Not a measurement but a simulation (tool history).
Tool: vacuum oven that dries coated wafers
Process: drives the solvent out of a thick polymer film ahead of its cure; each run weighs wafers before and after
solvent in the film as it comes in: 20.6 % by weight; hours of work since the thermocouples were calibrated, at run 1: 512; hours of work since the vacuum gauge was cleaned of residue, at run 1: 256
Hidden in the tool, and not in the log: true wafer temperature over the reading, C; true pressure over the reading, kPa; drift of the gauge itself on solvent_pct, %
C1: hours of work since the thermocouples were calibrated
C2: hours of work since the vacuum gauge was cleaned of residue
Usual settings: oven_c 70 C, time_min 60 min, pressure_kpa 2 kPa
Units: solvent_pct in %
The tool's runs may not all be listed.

run 1 day=0 | oven_c=70 time_min=60 pressure_kpa=2 | C1=512 C2=256 | solvent_pct=6.14
run 2 day=0.621 | oven_c=70 time_min=60 pressure_kpa=2 | C1=520 C2=264 | solvent_pct=6.19
run 3 day=0.912 | oven_c=70 time_min=60 pressure_kpa=5.15 | C1=524 C2=268 | solvent_pct=8.33
run 4 day=1.496 | oven_c=70 time_min=60 pressure_kpa=2 | C1=532 C2=275 | solvent_pct=6.13
run 5 day=1.904 | oven_c=70 time_min=60 pressure_kpa=2 | C1=537 C2=281 | solvent_pct=6.01
run 6 day=2.212 | oven_c=70 time_min=60 pressure_kpa=6.69 | C1=541 C2=285 | solvent_pct=9.36
run 7 day=2.867 | oven_c=70 time_min=60 pressure_kpa=2 | C1=550 C2=293 | solvent_pct=6.1
run 8 day=3.233 | oven_c=70 time_min=60 pressure_kpa=2 | C1=554 C2=298 | solvent_pct=6.16
run 9 day=3.838 | oven_c=70 time_min=60 pressure_kpa=2 | C1=562 C2=306 | solvent_pct=6.28
run 10 day=4.488 | oven_c=70 time_min=60 pressure_kpa=2 | C1=571 C2=314 | solvent_pct=6.13
run 11 day=4.904 | oven_c=70 time_min=60 pressure_kpa=1.64 | C1=576 C2=320 | solvent_pct=5.89
run 12 day=5.375 | oven_c=70 time_min=60 pressure_kpa=1.64 | C1=582 C2=326 | solvent_pct=5.93
run 13 day=5.817 | oven_c=70 time_min=90 pressure_kpa=3.32 | C1=588 C2=332 | solvent_pct=5.1
run 14 day=6.433 | oven_c=72 time_min=60 pressure_kpa=2 | C1=596 C2=340 | solvent_pct=5.44
run 15 day=6.867 | oven_c=70 time_min=43 pressure_kpa=1.01 | C1=602 C2=346 | solvent_pct=7.39
run 16 day=7.217 | oven_c=70 time_min=43 pressure_kpa=1.01 | C1=607 C2=350 | solvent_pct=7.39
run 17 day=7.517 | oven_c=70 time_min=43 pressure_kpa=1.01 | C1=611 C2=354 | solvent_pct=7.35
run 18 day=7.85 | oven_c=70 time_min=43 pressure_kpa=4.05 | C1=615 C2=358 | solvent_pct=9.22
run 19 day=8.217 | oven_c=70 time_min=43 pressure_kpa=4.05 | C1=620 C2=363 | solvent_pct=9.32

The next listed run, before its measurement:
run 20 day=8.838 | oven_c=79 time_min=37 pressure_kpa=3.12 | C1=628 C2=371 | solvent_pct=?

Run 20 gave solvent_pct 6.17 %.
Without the tool's hidden state the same run would have given solvent_pct 6.18 %.
